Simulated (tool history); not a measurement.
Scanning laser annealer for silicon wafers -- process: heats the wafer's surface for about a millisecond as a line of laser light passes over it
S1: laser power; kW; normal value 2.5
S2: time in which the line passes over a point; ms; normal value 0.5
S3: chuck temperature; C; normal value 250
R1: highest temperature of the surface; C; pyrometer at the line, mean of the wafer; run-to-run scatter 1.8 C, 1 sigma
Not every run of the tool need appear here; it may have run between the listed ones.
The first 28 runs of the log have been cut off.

run,hour,S1,S2,S3,R1
29,242.2,2.716,0.617,275,1150
30,250.6,2.716,0.617,275,1154
31,256.3,2.716,0.617,275,1147
32,264.1,2.549,0.5,229,946
33,272.9,2.549,0.5,229,947
34,281.2,2.47,0.612,227,1002
35,290.4,2.144,0.375,227,718
36,297.1,2.144,0.375,227,718
37,306.7,2.5,0.494,260,955
38,312.8,2.5,0.494,260,954
39,318.1,2.5,0.432,260,900
40,323.8,2.5,0.432,260,901
41,330.3,2.5,0.443,250,899
42,339.2,2.233,0.54,250,896

Consider 3 possible next runs. They are alternatives, not a sequence: every one starts from the tool as it was left by run 42. What does each give?
A,347,2.357,0.565,274,?
B,347,2.559,0.54,213,?
C,347,2.618,0.54,250,?

run,R1
A,977
B,962
C,1022
With the hidden condition removed and each run's random variation left untouched, the same runs would have given:
run,R1
A,984
B,970
C,1030

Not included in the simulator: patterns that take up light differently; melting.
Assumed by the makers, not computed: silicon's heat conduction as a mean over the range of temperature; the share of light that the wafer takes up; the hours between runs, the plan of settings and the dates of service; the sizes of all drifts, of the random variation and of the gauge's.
